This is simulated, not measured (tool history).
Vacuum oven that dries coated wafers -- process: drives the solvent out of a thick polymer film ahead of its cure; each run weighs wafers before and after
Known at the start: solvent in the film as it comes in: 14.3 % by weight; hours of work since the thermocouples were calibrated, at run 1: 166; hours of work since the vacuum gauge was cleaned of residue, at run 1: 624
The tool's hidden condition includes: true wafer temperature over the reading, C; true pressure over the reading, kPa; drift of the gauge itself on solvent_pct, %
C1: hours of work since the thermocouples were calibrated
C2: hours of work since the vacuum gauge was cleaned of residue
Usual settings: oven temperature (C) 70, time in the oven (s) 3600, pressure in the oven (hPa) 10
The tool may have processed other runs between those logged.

{"run": 1, "hour": 0.0, "oven temperature (C)": 70, "time in the oven (s)": 3600, "pressure in the oven (hPa)": 10, "C1": 166, "C2": 624, "solvent left in the film (%)": 0.73}
{"run": 2, "hour": 54.9, "oven temperature (C)": 65, "time in the oven (s)": 3600, "pressure in the oven (hPa)": 10, "C1": 203, "C2": 661, "solvent left in the film (%)": 1.73}
{"run": 3, "hour": 152.1, "oven temperature (C)": 65, "time in the oven (s)": 3600, "pressure in the oven (hPa)": 10, "C1": 269, "C2": 727, "solvent left in the film (%)": 1.78}
{"run": 4, "hour": 248.7, "oven temperature (C)": 70, "time in the oven (s)": 3600, "pressure in the oven (hPa)": 10, "C1": 334, "C2": 792, "solvent left in the film (%)": 0.82}
{"run": 5, "hour": 300.3, "oven temperature (C)": 70, "time in the oven (s)": 3600, "pressure in the oven (hPa)": 10, "C1": 369, "C2": 827, "solvent left in the film (%)": 0.8}
{"run": 6, "hour": 365.6, "oven temperature (C)": 70, "time in the oven (s)": 3600, "pressure in the oven (hPa)": 10, "C1": 413, "C2": 871, "solvent left in the film (%)": 0.83}
{"run": 7, "hour": 451.8, "oven temperature (C)": 70, "time in the oven (s)": 3600, "pressure in the oven (hPa)": 36.9, "C1": 472, "C2": 929, "solvent left in the film (%)": 1.36}
{"run": 8, "hour": 553.5, "oven temperature (C)": 70, "time in the oven (s)": 3600, "pressure in the oven (hPa)": 36.9, "C1": 541, "C2": 998, "solvent left in the film (%)": 1.38}
{"run": 9, "hour": 637.6, "oven temperature (C)": 70, "time in the oven (s)": 3600, "pressure in the oven (hPa)": 36.9, "C1": 597, "C2": 1055, "solvent left in the film (%)": 1.45}
{"run": 10, "hour": 722.1, "oven temperature (C)": 70, "time in the oven (s)": 3600, "pressure in the oven (hPa)": 36.9, "C1": 655, "C2": 1112, "solvent left in the film (%)": 1.48}
{"run": 11, "hour": 791.0, "oven temperature (C)": 70, "time in the oven (s)": 3120, "pressure in the oven (hPa)": 10, "C1": 701, "C2": 1159, "solvent left in the film (%)": 1.23}
{"run": 12, "hour": 843.8, "oven temperature (C)": 70, "time in the oven (s)": 3600, "pressure in the oven (hPa)": 10, "C1": 737, "C2": 1195, "solvent left in the film (%)": 0.95}
{"hour": 873.3, "done": "vacuum gauge cleaned of residue and calibrated"}
{"run": 13, "hour": 899.1, "oven temperature (C)": 70, "time in the oven (s)": 3600, "pressure in the oven (hPa)": 10, "C1": 773, "C2": 17, "solvent left in the film (%)": 0.86}
{"run": 14, "hour": 964.0, "oven temperature (C)": 70, "time in the oven (s)": 3600, "pressure in the oven (hPa)": 10, "C1": 817, "C2": 61, "solvent left in the film (%)": 0.92}
{"hour": 982.1, "done": "oven's thermocouples calibrated"}
{"run": 15, "hour": 1077.3, "oven temperature (C)": 70, "time in the oven (s)": 3600, "pressure in the oven (hPa)": 10, "C1": 64, "C2": 137, "solvent left in the film (%)": 0.78}
{"run": 16, "hour": 1135.4, "oven temperature (C)": 70, "time in the oven (s)": 3600, "pressure in the oven (hPa)": 10, "C1": 104, "C2": 176, "solvent left in the film (%)": 0.78}
{"run": 17, "hour": 1212.7, "oven temperature (C)": 70, "time in the oven (s)": 3600, "pressure in the oven (hPa)": 10, "C1": 156, "C2": 228, "solvent left in the film (%)": 0.83}
{"run": 18, "hour": 1271.6, "oven temperature (C)": 70, "time in the oven (s)": 3660, "pressure in the oven (hPa)": 10, "C1": 196, "C2": 268, "solvent left in the film (%)": 0.83}
{"run": 19, "hour": 1350.8, "oven temperature (C)": 67, "time in the oven (s)": 3600, "pressure in the oven (hPa)": 10, "C1": 250, "C2": 322, "solvent left in the film (%)": 1.43}
{"run": 20, "hour": 1448.2, "oven temperature (C)": 70, "time in the oven (s)": 3780, "pressure in the oven (hPa)": 10, "C1": 315, "C2": 388, "solvent left in the film (%)": 0.81}
{"run": 21, "hour": 1510.9, "oven temperature (C)": 70, "time in the oven (s)": 3780, "pressure in the oven (hPa)": 10, "C1": 358, "C2": 430, "solvent left in the film (%)": 0.82}
{"run": 22, "hour": 1608.5, "oven temperature (C)": 70, "time in the oven (s)": 3780, "pressure in the oven (hPa)": 10, "C1": 424, "C2": 496, "solvent left in the film (%)": 0.83}
{"run": 23, "hour": 1677.3, "oven temperature (C)": 70, "time in the oven (s)": 3780, "pressure in the oven (hPa)": 10, "C1": 471, "C2": 543, "solvent left in the film (%)": 0.86}
{"run": 24, "hour": 1741.1, "oven temperature (C)": 70, "time in the oven (s)": 2280, "pressure in the oven (hPa)": 5.4, "C1": 514, "C2": 586, "solvent left in the film (%)": 2.12}
{"run": 25, "hour": 1803.2, "oven temperature (C)": 70, "time in the oven (s)": 2280, "pressure in the oven (hPa)": 5.4, "C1": 556, "C2": 628, "solvent left in the film (%)": 2.15}
{"run": 26, "hour": 1857.7, "oven temperature (C)": 61, "time in the oven (s)": 5880, "pressure in the oven (hPa)": 28.8, "C1": 593, "C2": 665, "solvent left in the film (%)": 2.31}
{"run": 27, "hour": 1940.0, "oven temperature (C)": 61, "time in the oven (s)": 5880, "pressure in the oven (hPa)": 28.8, "C1": 648, "C2": 721, "solvent left in the film (%)": 2.34}
{"run": 28, "hour": 1991.9, "oven temperature (C)": 61, "time in the oven (s)": 5880, "pressure in the oven (hPa)": 28.8, "C1": 683, "C2": 756, "solvent left in the film (%)": 2.37}
{"run": 29, "hour": 2106.1, "oven temperature (C)": 58, "time in the oven (s)": 4860, "pressure in the oven (hPa)": 10, "C1": 761, "C2": 833, "solvent left in the film (%)": 3.55}
{"run": 30, "hour": 2179.0, "oven temperature (C)": 58, "time in the oven (s)": 4860, "pressure in the oven (hPa)": 10, "C1": 810, "C2": 882, "solvent left in the film (%)": 3.53}
{"hour": 2210.0, "done": "oven's thermocouples calibrated"}
{"run": 31, "hour": 2283.9, "oven temperature (C)": 58, "time in the oven (s)": 4860, "pressure in the oven (hPa)": 10, "C1": 50, "C2": 952, "solvent left in the film (%)": 3.17}
{"run": 32, "hour": 2365.3, "oven temperature (C)": 73, "time in the oven (s)": 3600, "pressure in the oven (hPa)": 36.6, "C1": 105, "C2": 1007, "solvent left in the film (%)": 1.01}
{"run": 33, "hour": 2470.4, "oven temperature (C)": 57, "time in the oven (s)": 4320, "pressure in the oven (hPa)": 13.4, "C1": 176, "C2": 1078, "solvent left in the film (%)": 4.16}
{"run": 34, "hour": 2540.9, "oven temperature (C)": 70, "time in the oven (s)": 5760, "pressure in the oven (hPa)": 34.4, "C1": 224, "C2": 1126, "solvent left in the film (%)": 0.91}
{"run": 35, "hour": 2595.6, "oven temperature (C)": 73, "time in the oven (s)": 4800, "pressure in the oven (hPa)": 23, "C1": 261, "C2": 1163, "solvent left in the film (%)": 0.6}
{"hour": 2668.8, "done": "vacuum gauge cleaned of residue and calibrated"}
{"run": 36, "hour": 2711.2, "oven temperature (C)": 73, "time in the oven (s)": 4800, "pressure in the oven (hPa)": 23, "C1": 338, "C2": 29, "solvent left in the film (%)": 0.51}
{"run": 37, "hour": 2795.0, "oven temperature (C)": 70, "time in the oven (s)": 4380, "pressure in the oven (hPa)": 10.6, "C1": 395, "C2": 85, "solvent left in the film (%)": 0.61}
{"run": 38, "hour": 2899.3, "oven temperature (C)": 70, "time in the oven (s)": 4380, "pressure in the oven (hPa)": 10.6, "C1": 466, "C2": 156, "solvent left in the film (%)": 0.65}
{"run": 39, "hour": 3011.4, "oven temperature (C)": 70, "time in the oven (s)": 3600, "pressure in the oven (hPa)": 36.5, "C1": 541, "C2": 232, "solvent left in the film (%)": 1.51}
{"run": 40, "hour": 3080.6, "oven temperature (C)": 57, "time in the oven (s)": 3600, "pressure in the oven (hPa)": 6.1, "C1": 588, "C2": 279, "solvent left in the film (%)": 4.95}
{"run": 41, "hour": 3163.7, "oven temperature (C)": 81, "time in the oven (s)": 4560, "pressure in the oven (hPa)": 17.2, "C1": 645, "C2": 335, "solvent left in the film (%)": 0.27}
{"run": 42, "hour": 3247.7, "oven temperature (C)": 81, "time in the oven (s)": 4560, "pressure in the oven (hPa)": 25.7, "C1": 701, "C2": 392, "solvent left in the film (%)": 0.38}
{"run": 43, "hour": 3308.8, "oven temperature (C)": 81, "time in the oven (s)": 2820, "pressure in the oven (hPa)": 25.7, "C1": 743, "C2": 433, "solvent left in the film (%)": 0.46}

Branching from run 43: 5 alternative next runs. What would each branch give?
{"run": "A", "hour": 3381.6, "oven temperature (C)": 70, "time in the oven (s)": 4320, "pressure in the oven (hPa)": 28.6, "C1": 792, "C2": 482, "solvent left in the film (%)": "?"}
{"run": "B", "hour": 3381.6, "oven temperature (C)": 61, "time in the oven (s)": 3600, "pressure in the oven (hPa)": 10, "C1": 792, "C2": 482, "solvent left in the film (%)": "?"}
{"run": "C", "hour": 3381.6, "oven temperature (C)": 81, "time in the oven (s)": 4320, "pressure in the oven (hPa)": 15.1, "C1": 792, "C2": 482, "solvent left in the film (%)": "?"}
{"run": "D", "hour": 3381.6, "oven temperature (C)": 56, "time in the oven (s)": 2820, "pressure in the oven (hPa)": 25.7, "C1": 792, "C2": 482, "solvent left in the film (%)": "?"}
{"run": "E", "hour": 3381.6, "oven temperature (C)": 82, "time in the oven (s)": 1920, "pressure in the oven (hPa)": 10.4, "C1": 792, "C2": 482, "solvent left in the film (%)": "?"}

run=A solvent_left_in_the_film_(%)=1.13
run=B solvent_left_in_the_film_(%)=3.71
run=C solvent_left_in_the_film_(%)=0.25
run=D solvent_left_in_the_film_(%)=6.91
run=E solvent_left_in_the_film_(%)=0.48
Without the tool's hidden state the same runs would have given:
run=A solvent_left_in_the_film_(%)=0.87
run=B solvent_left_in_the_film_(%)=3.05
run=C solvent_left_in_the_film_(%)=0.2
run=D solvent_left_in_the_film_(%)=6.25
run=E solvent_left_in_the_film_(%)=0.32

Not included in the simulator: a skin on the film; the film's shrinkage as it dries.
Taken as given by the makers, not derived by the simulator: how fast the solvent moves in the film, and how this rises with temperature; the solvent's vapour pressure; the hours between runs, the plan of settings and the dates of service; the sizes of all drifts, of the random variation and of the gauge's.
